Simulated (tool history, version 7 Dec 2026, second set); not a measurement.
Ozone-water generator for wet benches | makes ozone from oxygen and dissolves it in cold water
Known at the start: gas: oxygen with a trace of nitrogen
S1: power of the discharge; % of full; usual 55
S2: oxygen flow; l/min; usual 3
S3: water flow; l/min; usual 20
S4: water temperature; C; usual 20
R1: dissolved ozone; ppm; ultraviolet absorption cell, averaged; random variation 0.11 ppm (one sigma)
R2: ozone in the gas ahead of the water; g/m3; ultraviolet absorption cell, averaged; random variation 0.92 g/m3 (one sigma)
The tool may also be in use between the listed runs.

run,hour,S1,S2,S3,S4,R1,R2
1,0,55,3,20,20,9.2,154.7
2,86.5,55,3,20,20,9.3,154.6
3,205.1,64,3,20,20,10.8,177.9
4,301.7,64,3,15,20,13.6,177.1
5,421.8,64,3,15,20,13.8,179.2
6,494.7,55,3,20,20,9.2,156.9
7,616,55,3,25,20,7.5,156.9
8,689.3,55,3,25,20,7.3,154.8
9,768,75,4.94,17,19,16.4,178.6
10,841.7,75,4.94,17,26,14.6,176
11,947,55,1.92,20,20,7.7,180.7
12,1046.8,55,1.92,20,20,7.7,180.4
13,1097.9,55,1.92,20,20,7.7,181.6
14,1152.2,55,4.64,20,20,10.5,135.5

3 ways to go on from here, each from the tool as it stands after run 14. What would each give?
A,1219.3,86,4.64,20,20,?,?
B,1219.3,55,1.76,14,12,?,?
C,1219.3,43,3,20,20,?,?

run,R1,R2
A,16.1,206.1
B,11.6,185.4
C,7.3,124.5
Without the tool's hidden state the same runs would have given:
run,R1,R2
A,16.1,204.4
B,11.6,183.7
C,7.3,123.3

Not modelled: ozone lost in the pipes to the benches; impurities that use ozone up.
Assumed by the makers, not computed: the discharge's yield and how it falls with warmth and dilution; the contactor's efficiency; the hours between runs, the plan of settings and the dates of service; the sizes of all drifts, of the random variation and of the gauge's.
